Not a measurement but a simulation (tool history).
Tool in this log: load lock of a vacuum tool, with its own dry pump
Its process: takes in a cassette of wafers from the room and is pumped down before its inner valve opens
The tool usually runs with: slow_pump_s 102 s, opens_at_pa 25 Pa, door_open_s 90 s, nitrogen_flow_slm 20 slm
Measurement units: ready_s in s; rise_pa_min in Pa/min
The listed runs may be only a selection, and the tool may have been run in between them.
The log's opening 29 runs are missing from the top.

run,hour,slow_pump_s,opens_at_pa,door_open_s,nitrogen_flow_slm,"incoming humidity of the room's air, %",ready_s,rise_pa_min
30,3813.7,69,25,50,19,42.7,117.9,0.162
31,3899.4,69,25,50,19,45.1,117.2,0.165
32,3978.2,102,45,90,20,43.6,141.4,0.184
33,4080.4,102,45,90,20,42.3,141.5,0.181
34,4253.9,102,22,177,20,44.9,146.2,0.232
35,4398.3,102,22,177,20,47.3,144.9,0.238
36,4578.1,186,23,101,5,43.2,215.4,0.226
37,4734,186,23,101,5,42.5,213.6,0.229

Consider 3 possible next runs. They are alternatives, not a sequence: every one starts from the tool as it was left by run 37. What does each give?
A,4911.6,186,48,101,5,45.4,?,?
B,4911.6,81,23,101,5,44.3,?,?
C,4911.6,102,27,90,20,46.5,?,?

run,ready_s,rise_pa_min
A,210,0.24
B,130.6,0.229
C,146.2,0.208
Without the tool's unlogged condition, the same runs would have read:
run,ready_s,rise_pa_min
A,206.8,0.098
B,124,0.089
C,140.4,0.064
